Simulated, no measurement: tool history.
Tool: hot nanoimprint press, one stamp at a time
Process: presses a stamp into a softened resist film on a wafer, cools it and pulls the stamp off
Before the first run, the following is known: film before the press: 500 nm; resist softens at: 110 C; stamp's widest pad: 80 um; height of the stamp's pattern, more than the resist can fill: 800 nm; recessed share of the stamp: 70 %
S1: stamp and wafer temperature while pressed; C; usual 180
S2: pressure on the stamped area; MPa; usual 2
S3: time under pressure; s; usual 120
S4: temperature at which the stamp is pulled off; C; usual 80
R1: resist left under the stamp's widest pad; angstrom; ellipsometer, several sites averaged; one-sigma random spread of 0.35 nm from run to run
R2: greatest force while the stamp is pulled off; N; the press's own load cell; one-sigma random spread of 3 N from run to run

{"run": 1, "day": 0.0, "S1": 180, "S2": 2, "S3": 120, "S4": 80, "R1": 2064, "R2": 151}
{"run": 2, "day": 0.792, "S1": 180, "S2": 1.25, "S3": 120, "S4": 80, "R1": 2562, "R2": 157}
{"run": 3, "day": 1.25, "S1": 180, "S2": 1.25, "S3": 120, "S4": 80, "R1": 2564, "R2": 158}
{"run": 4, "day": 1.779, "S1": 180, "S2": 1.25, "S3": 120, "S4": 80, "R1": 2562, "R2": 151}
{"run": 5, "day": 2.3, "S1": 180, "S2": 1.25, "S3": 120, "S4": 80, "R1": 2560, "R2": 158}
{"run": 6, "day": 3.217, "S1": 180, "S2": 2, "S3": 120, "S4": 73, "R1": 2056, "R2": 190}
{"run": 7, "day": 4.004, "S1": 180, "S2": 2, "S3": 120, "S4": 73, "R1": 2062, "R2": 196}
{"run": 8, "day": 4.529, "S1": 180, "S2": 2, "S3": 120, "S4": 80, "R1": 2053, "R2": 165}
{"run": 9, "day": 5.217, "S1": 180, "S2": 2, "S3": 120, "S4": 80, "R1": 2051, "R2": 157}
{"run": 10, "day": 6.079, "S1": 180, "S2": 2, "S3": 120, "S4": 80, "R1": 2057, "R2": 163}
{"run": 11, "day": 6.821, "S1": 180, "S2": 2, "S3": 120, "S4": 80, "R1": 2060, "R2": 164}
{"run": 12, "day": 7.262, "S1": 180, "S2": 2.26, "S3": 120, "S4": 80, "R1": 1937, "R2": 162}
{"run": 13, "day": 8.054, "S1": 180, "S2": 2.26, "S3": 120, "S4": 80, "R1": 1935, "R2": 162}
{"run": 14, "day": 9.042, "S1": 180, "S2": 2, "S3": 221, "S4": 80, "R1": 1621, "R2": 170}
{"run": 15, "day": 9.45, "S1": 180, "S2": 1.31, "S3": 221, "S4": 80, "R1": 2009, "R2": 168}
{"run": 16, "day": 10.233, "S1": 177, "S2": 2.55, "S3": 173, "S4": 81, "R1": 1744, "R2": 170}
{"run": 17, "day": 10.917, "S1": 180, "S2": 2.45, "S3": 126, "S4": 81, "R1": 1822, "R2": 164}
{"run": 18, "day": 11.667, "S1": 187, "S2": 2, "S3": 120, "S4": 83, "R1": 1654, "R2": 156}
{"run": 19, "day": 12.362, "S1": 187, "S2": 2, "S3": 120, "S4": 83, "R1": 1655, "R2": 157}
{"run": 20, "day": 13.3, "S1": 187, "S2": 2, "S3": 120, "S4": 83, "R1": 1673, "R2": 162}
{"run": 21, "day": 13.817, "S1": 187, "S2": 2, "S3": 120, "S4": 83, "R1": 1669, "R2": 162}
{"run": 22, "day": 14.517, "S1": 180, "S2": 1.53, "S3": 120, "S4": 80, "R1": 2348, "R2": 179}
{"run": 23, "day": 15.162, "S1": 188, "S2": 1.32, "S3": 120, "S4": 69, "R1": 1996, "R2": 235}
{"run": 24, "day": 15.854, "S1": 180, "S2": 1.24, "S3": 118, "S4": 80, "R1": 2596, "R2": 184}
{"run": 25, "day": 16.492, "S1": 180, "S2": 1.24, "S3": 118, "S4": 66, "R1": 2585, "R2": 253}

Missing from the log above: 2 entries noted between runs. For each, name the pair of listed runs it sits between and say how the tool's hidden condition differs from the listed run just before to the listed run just after:
In the gap between runs 13 and 14: plate thermocouple calibrated (day 8.225)
  pressure that arrives at the usual setting, %: 97.61 -> 97.55; grip of the stamp's worn release coat, % over a new coat's: 19 -> 20.1
  the result without the hidden state subtracted from the measured one, R1: +34 -> +28 angstrom; R2: +26 -> +29 N
In the gap between runs 19 and 20: plate thermocouple calibrated, once more (day 13.042)
  true temperature over the reading, C: -0.06 -> -0.32; pressure that arrives at the usual setting, %: 97.36 -> 97.31; grip of the stamp's worn release coat, % over a new coat's: 24.4 -> 25.5
  the result without the hidden state subtracted from the measured one, R1: +26 -> +39 angstrom; R2: +31 -> +34 N

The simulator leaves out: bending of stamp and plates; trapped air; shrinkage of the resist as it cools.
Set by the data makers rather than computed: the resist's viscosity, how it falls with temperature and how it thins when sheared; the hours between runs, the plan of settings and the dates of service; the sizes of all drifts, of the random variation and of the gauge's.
